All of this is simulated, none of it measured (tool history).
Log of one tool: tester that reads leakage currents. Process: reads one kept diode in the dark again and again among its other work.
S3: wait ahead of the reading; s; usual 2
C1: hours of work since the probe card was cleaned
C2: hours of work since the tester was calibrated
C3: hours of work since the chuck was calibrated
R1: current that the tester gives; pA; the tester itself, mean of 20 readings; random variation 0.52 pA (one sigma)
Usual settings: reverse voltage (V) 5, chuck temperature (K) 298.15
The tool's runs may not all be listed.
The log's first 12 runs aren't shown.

{"run": 13, "day": 36.288, "reverse voltage (V)": 5, "chuck temperature (K)": 298.15, "S3": 2, "C1": 491, "C2": 1361, "C3": 141, "R1": 172.29}
{"run": 14, "day": 40.829, "reverse voltage (V)": 5, "chuck temperature (K)": 298.15, "S3": 2, "C1": 536, "C2": 1406, "C3": 186, "R1": 171.4}
{"run": 15, "day": 43.85, "reverse voltage (V)": 5, "chuck temperature (K)": 298.15, "S3": 5.22, "C1": 567, "C2": 1436, "C3": 216, "R1": 170.19}
{"run": 16, "day": 47.704, "reverse voltage (V)": 5, "chuck temperature (K)": 298.15, "S3": 5.22, "C1": 605, "C2": 1475, "C3": 255, "R1": 169.36}
{"run": 17, "day": 50.438, "reverse voltage (V)": 5, "chuck temperature (K)": 298.15, "S3": 5.22, "C1": 632, "C2": 1502, "C3": 282, "R1": 168.78}
{"run": 18, "day": 54.679, "reverse voltage (V)": 5, "chuck temperature (K)": 298.15, "S3": 6.14, "C1": 675, "C2": 1544, "C3": 324, "R1": 168.32}
{"run": 19, "day": 57.004, "reverse voltage (V)": 5, "chuck temperature (K)": 324.15, "S3": 2, "C1": 698, "C2": 1567, "C3": 347, "R1": 1286.78}
{"run": 20, "day": 60.962, "reverse voltage (V)": 5.45, "chuck temperature (K)": 298.15, "S3": 2, "C1": 737, "C2": 1607, "C3": 387, "R1": 172.11}

Run 21 comes next. What will it give?
{"run": 21, "day": 62.879, "reverse voltage (V)": 5.45, "chuck temperature (K)": 298.15, "S3": 2, "C1": 756, "C2": 1626, "C3": 406, "R1": "?"}

Run 21 gave R1 171.95 pA.
Without the tool's hidden state the same run would have given R1 177.84 pA.
